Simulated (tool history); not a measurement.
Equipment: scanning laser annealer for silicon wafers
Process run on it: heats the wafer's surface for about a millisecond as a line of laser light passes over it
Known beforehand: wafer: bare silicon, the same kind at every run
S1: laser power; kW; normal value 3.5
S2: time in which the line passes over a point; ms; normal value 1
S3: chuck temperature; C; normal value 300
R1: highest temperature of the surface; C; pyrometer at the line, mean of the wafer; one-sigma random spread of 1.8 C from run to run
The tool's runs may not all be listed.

{"run": 1, "hour": 0.0, "S1": 3.5, "S2": 1, "S3": 300, "R1": 1032}
{"run": 2, "hour": 15.0, "S1": 3.5, "S2": 1, "S3": 300, "R1": 1033}
{"run": 3, "hour": 29.9, "S1": 3.5, "S2": 1, "S3": 300, "R1": 1034}
{"run": 4, "hour": 44.2, "S1": 3.5, "S2": 1, "S3": 300, "R1": 1037}
{"run": 5, "hour": 57.4, "S1": 3.5, "S2": 0.78, "S3": 300, "R1": 950}
{"run": 6, "hour": 73.5, "S1": 3.715, "S2": 0.78, "S3": 300, "R1": 993}
{"run": 7, "hour": 84.9, "S1": 3.434, "S2": 1, "S3": 300, "R1": 1017}
{"run": 8, "hour": 101.6, "S1": 3.434, "S2": 1, "S3": 300, "R1": 1017}
{"run": 9, "hour": 116.8, "S1": 3.5, "S2": 0.87, "S3": 300, "R1": 984}
{"run": 10, "hour": 125.6, "S1": 3.5, "S2": 0.87, "S3": 300, "R1": 986}
{"run": 11, "hour": 142.0, "S1": 3.5, "S2": 0.87, "S3": 300, "R1": 985}
{"run": 12, "hour": 154.2, "S1": 3.5, "S2": 1, "S3": 300, "R1": 1029}
{"run": 13, "hour": 168.1, "S1": 3.5, "S2": 1, "S3": 300, "R1": 1028}
{"run": 14, "hour": 179.3, "S1": 3.258, "S2": 1, "S3": 300, "R1": 981}
{"run": 15, "hour": 187.3, "S1": 3.258, "S2": 1, "S3": 300, "R1": 982}
{"run": 16, "hour": 197.4, "S1": 3.615, "S2": 0.87, "S3": 302, "R1": 1006}
{"run": 17, "hour": 211.3, "S1": 3.615, "S2": 1, "S3": 274, "R1": 1028}
{"run": 18, "hour": 222.6, "S1": 3.604, "S2": 0.89, "S3": 300, "R1": 1011}
{"run": 19, "hour": 232.8, "S1": 3.232, "S2": 0.89, "S3": 266, "R1": 904}
{"run": 20, "hour": 246.5, "S1": 3.794, "S2": 1.01, "S3": 262, "R1": 1048}
{"run": 21, "hour": 256.3, "S1": 3.517, "S2": 1, "S3": 271, "R1": 999}
{"run": 22, "hour": 268.6, "S1": 3.549, "S2": 1.09, "S3": 314, "R1": 1077}
{"run": 23, "hour": 279.7, "S1": 3.046, "S2": 1.16, "S3": 311, "R1": 990}
{"run": 24, "hour": 287.1, "S1": 2.995, "S2": 1.25, "S3": 283, "R1": 975}
{"run": 25, "hour": 295.9, "S1": 3.5, "S2": 1, "S3": 328, "R1": 1055}
{"run": 26, "hour": 304.6, "S1": 3.21, "S2": 0.88, "S3": 330, "R1": 960}
{"run": 27, "hour": 316.6, "S1": 3.007, "S2": 1.25, "S3": 329, "R1": 1024}

Pick out some run-to-run changes in R1. Of each, how much would a tool without hidden state show as well, from the settings, what came in and chance, and how much is left for the hidden state and any gauge scatter not in both results compared?
Hidden state at play: light that passes the window, % of a clean one's; laser's true power over the reading, %; width of the line over the set one, %; drift of the gauge itself on peak_c, C.
Run 18 -> 19: S1 3.604 -> 3.232, S3 300 -> 266. R1 -107 C: hidden state +3, all else -110.
Run 19 -> 20: S1 3.232 -> 3.794, S2 0.89 -> 1.01, S3 266 -> 262. R1 +144 C: hidden state -8, all else +152.
Run 25 -> 26: S1 3.5 -> 3.21, S2 1 -> 0.88, S3 328 -> 330. R1 -95 C: hidden state +5, all else -100.

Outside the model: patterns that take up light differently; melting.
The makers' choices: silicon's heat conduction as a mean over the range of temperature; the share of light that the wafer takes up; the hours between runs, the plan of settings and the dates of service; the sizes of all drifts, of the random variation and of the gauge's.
